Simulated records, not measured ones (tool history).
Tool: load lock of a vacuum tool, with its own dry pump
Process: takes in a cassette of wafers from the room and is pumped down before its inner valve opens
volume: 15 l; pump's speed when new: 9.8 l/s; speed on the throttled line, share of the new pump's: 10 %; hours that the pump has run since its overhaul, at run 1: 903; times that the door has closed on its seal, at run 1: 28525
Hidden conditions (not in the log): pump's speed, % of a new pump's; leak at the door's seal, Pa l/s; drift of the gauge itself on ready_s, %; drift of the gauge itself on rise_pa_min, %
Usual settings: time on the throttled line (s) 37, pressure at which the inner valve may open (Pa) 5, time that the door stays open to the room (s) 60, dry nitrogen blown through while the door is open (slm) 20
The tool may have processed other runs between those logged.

run,day,time on the throttled line (s),pressure at which the inner valve may open (Pa),time that the door stays open to the room (s),dry nitrogen blown through while the door is open (slm),hours that the pump has run since its overhaul,times that the door has closed on its seal,"incoming humidity of the room's air, %",time from the closed door until the inner valve may open (s),rise of the pressure with all valves shut (Pa/min)
1,0.000,37,5,60,20,903,28525,45.9,48.6,0.260
2,8.346,37,5,60,20,1103,29032,42.1,48.7,0.266
3,15.871,37,5,60,20,1283,29490,46.1,48.8,0.271
4,22.075,37,5,60,20,1432,29867,43.1,49.0,0.273
5,29.950,37,5,60,20,1621,30346,47.5,48.9,0.290
6,34.483,37,5,60,20,1730,30621,45.7,48.8,0.279
7,40.262,37,5,60,20,1869,30973,42.8,48.8,0.291
8,44.867,37,5,127,20,1979,31253,46.4,48.8,0.325
9,48.525,37,5,127,20,2067,31475,44.7,48.7,0.322
10,53.933,37,5,127,20,2197,31804,43.5,48.8,0.334
11,60.021,23,5,34,20,2343,32174,47.0,36.3,0.278
12,65.854,35,6,179,5,2483,32529,43.4,46.7,0.433
13,70.342,23,8,57,24,2591,32802,45.2,35.4,0.307

Below, some changes in time from the closed door until the inner valve may open (s) between adjacent runs. For each, the amount present without the hidden state too (settings, incoming material, random variation) and the amount remaining for the hidden state with gauge scatter not shared by both compared results:
Run 2 -> 3: no setting touched and nothing written in the log between the runs. time from the closed door until the inner valve may open (s) +0.1: hidden state +0.1, all else +0.0.
Run 10 -> 11: time on the throttled line (s) 37 -> 23, time that the door stays open to the room (s) 127 -> 34. time from the closed door until the inner valve may open (s) -12.5: hidden state +0.1, all else -12.6.
